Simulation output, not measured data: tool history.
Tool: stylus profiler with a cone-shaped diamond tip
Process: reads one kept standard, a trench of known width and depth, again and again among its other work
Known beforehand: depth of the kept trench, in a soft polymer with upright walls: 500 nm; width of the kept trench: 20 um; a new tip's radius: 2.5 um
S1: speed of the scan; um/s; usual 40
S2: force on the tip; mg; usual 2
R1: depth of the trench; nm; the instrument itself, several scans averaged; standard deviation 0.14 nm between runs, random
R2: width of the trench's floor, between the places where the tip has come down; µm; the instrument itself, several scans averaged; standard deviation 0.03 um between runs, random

run	day	S1	S2	R1	R2
1	0	40	2	506.74	16.56
2	2.733	40	2	506.93	16.59
3	4.625	40	2	506.62	16.55
4	7.358	40	2	506.73	16.56
5	9.175	37	2	507.19	16.58
6	11.1	37	2	507.12	16.65
7	12.667	37	2	506.97	16.62
8	16.229	37	4.21	511.35	16.59
9	18.012	37	4.21	511.17	16.61
10	21.421	37	4.21	511.46	16.59
11	24.596	40	2	506.72	16.57
12	26.079	40	2	506.78	16.52
13	28.633	40	2	507.08	16.47
14	30.917	40	2	507.2	16.56
15	34.067	40	2	507.05	16.53
16	35.942	40	2	507.03	16.49
17	39.325	40	2	506.98	16.47
18	42.025	40	2	507.23	16.45
19	45.312	40	2	507	16.43
20	48.742	40	1.33	505.51	16.46
21	52.333	40	1.33	505.75	16.39
22	54.371	81	2	507.21	16.18
# day 54.558: height scale calibrated on a step standard
23	55.975	19	1.22	505.91	16.51
24	58.262	45	1.22	506.24	16.32
# day 59.838: height scale calibrated on a step standard, once more
25	59.838	148	5.32	512.75	16.13
26	62.292	11	2.09	506.43	16.57
27	64.579	44	1	504.24	16.26
28	66.246	160	2	506.44	15.82
29	68.658	43	4.93	511.92	16.42
30	72.088	88	0.73	503.37	15.82
31	75.429	18	1.15	504.67	16.38
32	78.325	44	0.74	503.48	16.18
33	80.625	41	2.01	506.73	16.32
34	83.65	41	2.01	506.94	16.34
35	85.388	73	1.28	505.08	16.07
36	87.308	73	1.28	505.22	16.06
37	89.771	16	2.75	508.36	16.48
38	92.642	16	2.75	508.34	16.44
39	95.025	28	2	506.99	16.33
40	97.229	28	2	507	16.36
41	99.462	15	3.27	509.58	16.41
42	102.375	13	0.81	504.04	16.41
43	104.138	115	4.64	512.07	16.08

Forecast each of these 3 alternatives for the next run:
A	105.921	102	1.31	?	?
B	105.921	44	1.62	?	?
C	105.921	44	2	?	?

run	R1	R2
A	505.17	15.79
B	506.05	16.17
C	506.96	16.27
Take away the tool's hidden state, keep each run's random variation, and the runs would have read:
run	R1	R2
A	504.73	16.32
B	505.61	16.7
C	506.52	16.8
